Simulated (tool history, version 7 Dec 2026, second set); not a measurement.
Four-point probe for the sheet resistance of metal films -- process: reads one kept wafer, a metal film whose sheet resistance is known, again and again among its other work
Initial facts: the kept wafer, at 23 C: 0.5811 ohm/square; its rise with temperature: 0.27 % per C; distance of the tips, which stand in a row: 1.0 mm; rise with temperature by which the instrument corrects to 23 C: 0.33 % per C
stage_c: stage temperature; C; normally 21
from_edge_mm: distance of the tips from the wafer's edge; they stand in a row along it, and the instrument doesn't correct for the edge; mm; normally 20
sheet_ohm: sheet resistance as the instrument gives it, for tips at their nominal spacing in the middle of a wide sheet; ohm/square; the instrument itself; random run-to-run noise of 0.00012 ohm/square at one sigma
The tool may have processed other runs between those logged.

| run | day | stage_c | from_edge_mm | sheet_ohm |
|---|---|---|---|---|
| 1 | 0 | 21 | 20 | 0.584321 |
| 2 | 1.746 | 21 | 20 | 0.583938 |
| 3 | 4.083 | 21 | 20 | 0.584009 |
| 4 | 6.483 | 21 | 20 | 0.584375 |
| 5 | 7.808 | 21 | 20 | 0.584183 |
| 6 | 9.958 | 24 | 20 | 0.5832 |
| 7 | 11.879 | 24 | 20 | 0.583116 |
| 8 | 14.571 | 24 | 20 | 0.582968 |
| 9 | 16.6 | 21 | 20 | 0.584092 |
| 10 | 18.688 | 21 | 20 | 0.584568 |
| 11 | 20.812 | 21 | 20 | 0.584206 |
| 12 | 22.012 | 21 | 11 | 0.586257 |
| 13 | 24.312 | 21 | 7 | 0.58991 |
|  | 24.508 | stage's thermometer calibrated |
| 14 | 26.946 | 21 | 20 | 0.584264 |
| 15 | 28.367 | 21 | 20 | 0.58415 |
| 16 | 30.867 | 19 | 20 | 0.585164 |
|  | 32.383 | stage's thermometer calibrated, once more |
| 17 | 33.621 | 33 | 14 | 0.581685 |
| 18 | 36.425 | 27 | 7 | 0.588447 |
| 19 | 39.104 | 23 | 20 | 0.584559 |
| 20 | 40.708 | 24 | 14 | 0.584906 |
| 21 | 42.8 | 22 | 9 | 0.587994 |
| 22 | 44.342 | 34 | 4 | 0.598658 |
| 23 | 45.742 | 34 | 4 | 0.598644 |

Below are 3 alternative next runs, each starting from the tool's condition after run 23. Predict each:
| A | 47.85 | 20 | 15 | ? |
| B | 47.85 | 24 | 12 | ? |
| C | 47.85 | 21 | 12 | ? |

| run | sheet_ohm |
|---|---|
| A | 0.586377 |
| B | 0.585778 |
| C | 0.586678 |
With the hidden condition removed and each run's random variation left untouched, the same runs would have given:
| run | sheet_ohm |
|---|---|
| A | 0.583663 |
| B | 0.583066 |
| C | 0.583962 |

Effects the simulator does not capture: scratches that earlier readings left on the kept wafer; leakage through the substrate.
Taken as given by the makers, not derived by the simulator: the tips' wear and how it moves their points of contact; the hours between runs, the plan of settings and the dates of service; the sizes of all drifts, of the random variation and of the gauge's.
